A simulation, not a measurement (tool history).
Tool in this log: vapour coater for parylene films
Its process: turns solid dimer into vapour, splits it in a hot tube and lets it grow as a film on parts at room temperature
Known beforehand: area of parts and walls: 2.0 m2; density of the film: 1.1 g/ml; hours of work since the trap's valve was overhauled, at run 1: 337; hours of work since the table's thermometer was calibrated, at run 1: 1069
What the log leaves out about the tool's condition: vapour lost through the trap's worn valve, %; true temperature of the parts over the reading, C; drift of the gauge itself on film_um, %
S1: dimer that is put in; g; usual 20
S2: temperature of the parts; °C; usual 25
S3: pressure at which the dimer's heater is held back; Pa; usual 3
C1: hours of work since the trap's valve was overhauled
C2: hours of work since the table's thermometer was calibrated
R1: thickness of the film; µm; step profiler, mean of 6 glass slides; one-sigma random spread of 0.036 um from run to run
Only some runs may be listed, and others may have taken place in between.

run	hour	S1	S2	S3	C1	C2	R1
1	0	20	25	3	337	1069	4.31
2	29.3	20	25	3	350	1082	4.27
3	82.8	24	25	3	375	1106	5
4	137.9	24	25	3	400	1131	5.01
5	192.4	24	25	3	425	1156	5.01
6	232.3	24	25	3	443	1174	5
# hour 293: trap's valve overhauled
7	302.1	24	25	3	4	1204	5.42
8	365.6	11	25	3	33	1233	2.45
9	397.9	20	20	6.99	48	1248	4.48
10	463.8	14	33	7.81	78	1278	2.09

Take each entry between the runs: how does the hidden state at the last listed run before it differ from the hidden state at the first listed run after it?
Runs 6 to 7: trap's valve overhauled (hour 293)
  vapour lost through the trap's worn valve, %: 8.4 -> 0.2; true temperature of the parts over the reading, C: 0.44 -> 0.45
  what was measured, less what the result would be without the hidden state, R1: -0.53 -> -0.08 µm

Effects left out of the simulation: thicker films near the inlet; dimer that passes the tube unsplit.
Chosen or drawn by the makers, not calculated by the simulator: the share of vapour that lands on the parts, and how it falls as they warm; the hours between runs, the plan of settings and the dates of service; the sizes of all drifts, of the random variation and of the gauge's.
